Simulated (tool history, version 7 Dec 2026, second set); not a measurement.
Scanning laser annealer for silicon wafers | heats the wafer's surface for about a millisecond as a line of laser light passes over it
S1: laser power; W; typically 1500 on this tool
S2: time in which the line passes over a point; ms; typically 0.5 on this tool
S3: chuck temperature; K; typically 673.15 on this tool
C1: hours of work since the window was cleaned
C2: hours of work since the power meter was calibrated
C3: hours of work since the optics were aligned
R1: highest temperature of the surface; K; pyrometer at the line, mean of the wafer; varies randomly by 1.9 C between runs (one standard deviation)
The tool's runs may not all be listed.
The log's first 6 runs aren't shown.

{"run": 7, "hour": 305.5, "S1": 1500, "S2": 0.5, "S3": 633.15, "C1": 186, "C2": 801, "C3": 801, "R1": 1449.15}
{"run": 8, "hour": 347.9, "S1": 1500, "S2": 0.5, "S3": 633.15, "C1": 206, "C2": 821, "C3": 821, "R1": 1447.15}
{"run": 9, "hour": 385.0, "S1": 1500, "S2": 0.5, "S3": 633.15, "C1": 224, "C2": 838, "C3": 838, "R1": 1449.15}
{"run": 10, "hour": 436.6, "S1": 1500, "S2": 0.5, "S3": 633.15, "C1": 248, "C2": 863, "C3": 863, "R1": 1450.15}
{"run": 11, "hour": 471.2, "S1": 1500, "S2": 0.5, "S3": 665.15, "C1": 264, "C2": 879, "C3": 879, "R1": 1487.15}
{"run": 12, "hour": 525.4, "S1": 1500, "S2": 0.5, "S3": 665.15, "C1": 290, "C2": 904, "C3": 904, "R1": 1481.15}
{"run": 13, "hour": 579.5, "S1": 1500, "S2": 0.5, "S3": 665.15, "C1": 316, "C2": 930, "C3": 930, "R1": 1483.15}
{"run": 14, "hour": 647.1, "S1": 1500, "S2": 0.5, "S3": 665.15, "C1": 347, "C2": 962, "C3": 962, "R1": 1484.15}
{"run": 15, "hour": 709.5, "S1": 1500, "S2": 0.5, "S3": 665.15, "C1": 377, "C2": 991, "C3": 991, "R1": 1481.15}
{"run": 16, "hour": 741.0, "S1": 1500, "S2": 0.5, "S3": 664.15, "C1": 392, "C2": 1006, "C3": 1006, "R1": 1481.15}
{"run": 17, "hour": 800.6, "S1": 1489, "S2": 0.5, "S3": 667.15, "C1": 420, "C2": 1034, "C3": 1034, "R1": 1475.15}
{"run": 18, "hour": 861.3, "S1": 1393, "S2": 0.472, "S3": 656.15, "C1": 448, "C2": 1063, "C3": 1063, "R1": 1378.15}
{"run": 19, "hour": 892.9, "S1": 1509, "S2": 0.5, "S3": 649.15, "C1": 463, "C2": 1078, "C3": 1078, "R1": 1472.15}
{"run": 20, "hour": 922.1, "S1": 1371, "S2": 0.5, "S3": 669.15, "C1": 477, "C2": 1092, "C3": 1092, "R1": 1391.15}
{"run": 21, "hour": 975.1, "S1": 1489, "S2": 0.562, "S3": 646.15, "C1": 502, "C2": 1117, "C3": 1117, "R1": 1498.15}
{"run": 22, "hour": 1035.2, "S1": 1607, "S2": 0.562, "S3": 649.15, "C1": 531, "C2": 1145, "C3": 1145, "R1": 1597.15}
{"run": 23, "hour": 1092.4, "S1": 1362, "S2": 0.45, "S3": 695.15, "C1": 557, "C2": 1172, "C3": 1172, "R1": 1374.15}
{"run": 24, "hour": 1154.5, "S1": 1362, "S2": 0.498, "S3": 695.15, "C1": 587, "C2": 1201, "C3": 1201, "R1": 1408.15}
{"run": 25, "hour": 1222.6, "S1": 1362, "S2": 0.498, "S3": 695.15, "C1": 619, "C2": 1233, "C3": 1233, "R1": 1410.15}
{"run": 26, "hour": 1290.0, "S1": 1362, "S2": 0.498, "S3": 695.15, "C1": 651, "C2": 1265, "C3": 1265, "R1": 1409.15}
{"run": 27, "hour": 1327.4, "S1": 1586, "S2": 0.617, "S3": 668.15, "C1": 668, "C2": 1283, "C3": 1283, "R1": 1645.15}
{"run": 28, "hour": 1371.6, "S1": 1586, "S2": 0.617, "S3": 668.15, "C1": 689, "C2": 1304, "C3": 1304, "R1": 1644.15}
{"run": 29, "hour": 1437.4, "S1": 1586, "S2": 0.617, "S3": 668.15, "C1": 720, "C2": 1335, "C3": 1335, "R1": 1642.15}
{"hour": 1471.5, "done": "window over the wafer cleaned"}
{"run": 30, "hour": 1476.3, "S1": 1543, "S2": 0.5, "S3": 702.15, "C1": 2, "C2": 1352, "C3": 1352, "R1": 1552.15}

Below are 5 alternative next runs, each starting from the tool's condition after run 30. Predict each:
{"run": "A", "hour": 1520.0, "S1": 1626, "S2": 0.5, "S3": 649.15, "C1": 23, "C2": 1373, "C3": 1373, "R1": "?"}
{"run": "B", "hour": 1520.0, "S1": 1543, "S2": 0.5, "S3": 703.15, "C1": 23, "C2": 1373, "C3": 1373, "R1": "?"}
{"run": "C", "hour": 1520.0, "S1": 1293, "S2": 0.366, "S3": 667.15, "C1": 23, "C2": 1373, "C3": 1373, "R1": "?"}
{"run": "D", "hour": 1520.0, "S1": 1592, "S2": 0.44, "S3": 639.15, "C1": 23, "C2": 1373, "C3": 1373, "R1": "?"}
{"run": "E", "hour": 1520.0, "S1": 1382, "S2": 0.353, "S3": 679.15, "C1": 23, "C2": 1373, "C3": 1373, "R1": "?"}

run=A R1=1560.15
run=B R1=1551.15
run=C R1=1243.15
run=D R1=1474.15
run=E R1=1300.15
Had the tool no hidden state, the same runs would have come out as:
run=A R1=1560.15
run=B R1=1551.15
run=C R1=1244.15
run=D R1=1474.15
run=E R1=1300.15
